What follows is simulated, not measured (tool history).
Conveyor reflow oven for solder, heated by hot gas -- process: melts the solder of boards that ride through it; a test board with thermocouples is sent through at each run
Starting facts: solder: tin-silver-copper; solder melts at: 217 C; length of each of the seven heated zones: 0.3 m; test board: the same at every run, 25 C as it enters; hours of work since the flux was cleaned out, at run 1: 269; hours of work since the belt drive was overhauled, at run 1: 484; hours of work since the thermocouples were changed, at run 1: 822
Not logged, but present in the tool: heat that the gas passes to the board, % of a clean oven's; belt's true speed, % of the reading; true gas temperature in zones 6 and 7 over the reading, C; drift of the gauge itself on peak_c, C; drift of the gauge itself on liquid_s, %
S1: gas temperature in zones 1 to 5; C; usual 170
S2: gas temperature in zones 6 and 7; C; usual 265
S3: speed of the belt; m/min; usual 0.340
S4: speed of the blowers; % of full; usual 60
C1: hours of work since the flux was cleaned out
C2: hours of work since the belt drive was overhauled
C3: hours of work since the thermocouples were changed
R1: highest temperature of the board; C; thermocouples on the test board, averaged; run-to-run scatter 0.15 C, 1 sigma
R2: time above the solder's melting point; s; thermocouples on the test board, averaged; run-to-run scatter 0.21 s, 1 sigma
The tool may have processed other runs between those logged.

| run | hour | S1 | S2 | S3 | S4 | C1 | C2 | C3 | R1 | R2 |
|---|---|---|---|---|---|---|---|---|---|---|
| 1 | 0.0 | 170 | 265 | 0.340 | 60 | 269 | 484 | 822 | 246.9 | 71.7 |
| 2 | 18.6 | 170 | 265 | 0.340 | 60 | 282 | 497 | 835 | 246.4 | 71.7 |
| 3 | 33.3 | 170 | 265 | 0.340 | 60 | 293 | 507 | 845 | 246.9 | 71.2 |
| 4 | 41.1 | 170 | 265 | 0.340 | 60 | 298 | 512 | 850 | 246.9 | 71.7 |
| 5 | 54.6 | 165 | 265 | 0.340 | 60 | 307 | 522 | 860 | 245.3 | 67.9 |
| 6 | 70.3 | 165 | 265 | 0.340 | 60 | 318 | 533 | 871 | 245.6 | 67.7 |
| 7 | 79.2 | 165 | 265 | 0.340 | 60 | 325 | 539 | 877 | 245.4 | 67.4 |
| 8 | 97.8 | 165 | 265 | 0.340 | 60 | 338 | 552 | 890 | 245.2 | 67.6 |
| 9 | 111.7 | 165 | 265 | 0.340 | 60 | 347 | 562 | 900 | 245.1 | 67.6 |
|  | 124.5 | flux residue cleaned out of gas plates and filters |
| 10 | 129.0 | 165 | 265 | 0.340 | 60 | 3 | 570 | 908 | 247.7 | 71.0 |
| 11 | 142.2 | 165 | 265 | 0.340 | 60 | 12 | 579 | 918 | 247.4 | 71.3 |
| 12 | 154.1 | 165 | 265 | 0.340 | 60 | 21 | 588 | 926 | 247.3 | 71.2 |
| 13 | 171.0 | 165 | 265 | 0.340 | 60 | 32 | 600 | 938 | 247.2 | 70.6 |
| 14 | 186.5 | 165 | 265 | 0.340 | 60 | 43 | 610 | 949 | 247.1 | 70.5 |
| 15 | 204.1 | 169 | 265 | 0.361 | 60 | 56 | 623 | 961 | 245.9 | 65.8 |
| 16 | 216.0 | 181 | 265 | 0.340 | 82 | 64 | 631 | 969 | 252.7 | 86.1 |
| 17 | 227.9 | 174 | 254 | 0.405 | 80 | 72 | 639 | 977 | 236.8 | 50.1 |
| 18 | 237.5 | 174 | 254 | 0.405 | 80 | 79 | 646 | 984 | 237.0 | 49.9 |
| 19 | 251.1 | 174 | 276 | 0.405 | 80 | 88 | 655 | 994 | 255.4 | 69.1 |
| 20 | 267.3 | 170 | 262 | 0.371 | 60 | 100 | 667 | 1005 | 242.4 | 59.5 |
| 21 | 281.8 | 170 | 265 | 0.401 | 72 | 110 | 677 | 1015 | 244.1 | 57.3 |
| 22 | 292.4 | 170 | 265 | 0.401 | 72 | 117 | 684 | 1022 | 244.2 | 57.2 |
| 23 | 311.0 | 170 | 279 | 0.398 | 72 | 130 | 697 | 1035 | 256.3 | 69.8 |
| 24 | 325.3 | 170 | 257 | 0.340 | 83 | 140 | 707 | 1045 | 243.3 | 70.7 |
| 25 | 341.1 | 170 | 257 | 0.340 | 83 | 151 | 718 | 1056 | 243.5 | 70.8 |
| 26 | 349.1 | 170 | 257 | 0.340 | 83 | 157 | 724 | 1062 | 243.3 | 70.2 |

Each row is a separate what-if for the run after 26, all from the same tool condition, not one after another. Results?
| A | 360.1 | 184 | 265 | 0.340 | 60 | 164 | 732 | 1070 | ? | ? |
| B | 360.1 | 170 | 262 | 0.352 | 55 | 164 | 732 | 1070 | ? | ? |
| C | 360.1 | 170 | 270 | 0.308 | 82 | 164 | 732 | 1070 | ? | ? |

| run | R1 | R2 |
|---|---|---|
| A | 249.6 | 83.8 |
| B | 242.4 | 64.0 |
| C | 257.5 | 95.1 |
With the hidden condition removed and each run's random variation left untouched, the same runs would have given:
| run | R1 | R2 |
|---|---|---|
| A | 251.2 | 84.2 |
| B | 244.1 | 65.3 |
| C | 259.4 | 95.2 |
